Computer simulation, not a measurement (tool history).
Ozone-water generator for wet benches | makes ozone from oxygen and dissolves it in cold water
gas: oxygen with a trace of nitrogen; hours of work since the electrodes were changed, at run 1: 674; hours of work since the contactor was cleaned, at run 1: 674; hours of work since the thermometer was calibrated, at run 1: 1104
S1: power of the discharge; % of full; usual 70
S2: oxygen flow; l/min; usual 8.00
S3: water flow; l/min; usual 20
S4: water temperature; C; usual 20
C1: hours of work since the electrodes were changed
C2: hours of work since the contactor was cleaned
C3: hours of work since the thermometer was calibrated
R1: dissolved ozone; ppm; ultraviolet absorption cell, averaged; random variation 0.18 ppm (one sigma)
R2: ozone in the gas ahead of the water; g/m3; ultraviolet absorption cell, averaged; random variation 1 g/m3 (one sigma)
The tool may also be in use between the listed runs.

run,hour,S1,S2,S3,S4,C1,C2,C3,R1,R2
1,0.0,70,8.00,20,20,674,674,1104,24.3,176.0
2,26.7,70,8.00,20,20,691,691,1120,24.3,174.2
3,60.1,70,8.00,20,20,712,712,1142,24.3,174.1
4,106.3,67,8.00,20,20,741,741,1171,23.3,167.9
5,130.6,67,8.00,20,20,757,757,1186,23.5,167.1
6,165.1,67,8.00,20,20,778,778,1208,23.2,167.4
7,198.2,70,6.62,20,20,799,799,1229,24.2,190.8
8,228.5,70,6.62,20,20,818,818,1248,24.1,190.7
9,261.1,70,6.62,20,20,839,839,1269,24.6,188.5
10,298.7,70,8.00,17,20,863,863,1292,26.6,171.9
11,339.9,70,8.00,17,20,889,889,1318,26.5,171.4
12,375.0,70,8.00,17,20,911,911,1341,26.2,169.5
13,402.8,70,8.00,17,20,929,929,1358,26.0,170.6
14,446.8,70,8.00,17,20,956,956,1386,26.3,170.5
15,483.2,70,8.59,20,20,979,979,1409,23.0,165.6
16,528.0,70,8.00,20,20,1008,1008,1437,23.6,170.9
17,557.3,70,8.00,26,20,1026,1026,1456,19.9,170.2
18,582.5,70,8.00,26,20,1042,1042,1472,19.6,170.3
19,625.4,59,7.74,13,13,1069,1069,1499,30.9,152.6
20,650.0,93,7.74,13,13,1085,1085,1515,42.3,213.0
21,673.9,93,7.74,13,13,1100,1100,1530,42.6,209.7
22,718.7,93,7.74,13,13,1128,1128,1558,42.4,211.0
23,751.7,93,7.74,13,13,1149,1149,1579,42.3,210.1

Run 24 comes next. What will it give?
24,778.6,93,10.90,30,13,1166,1166,1596,?,?

{"run 24": {"R1": 23.7, "R2": 176.0}}
Without the tool's hidden state the same run would have given R1 26.9 ppm, R2 191.3 g/m3.
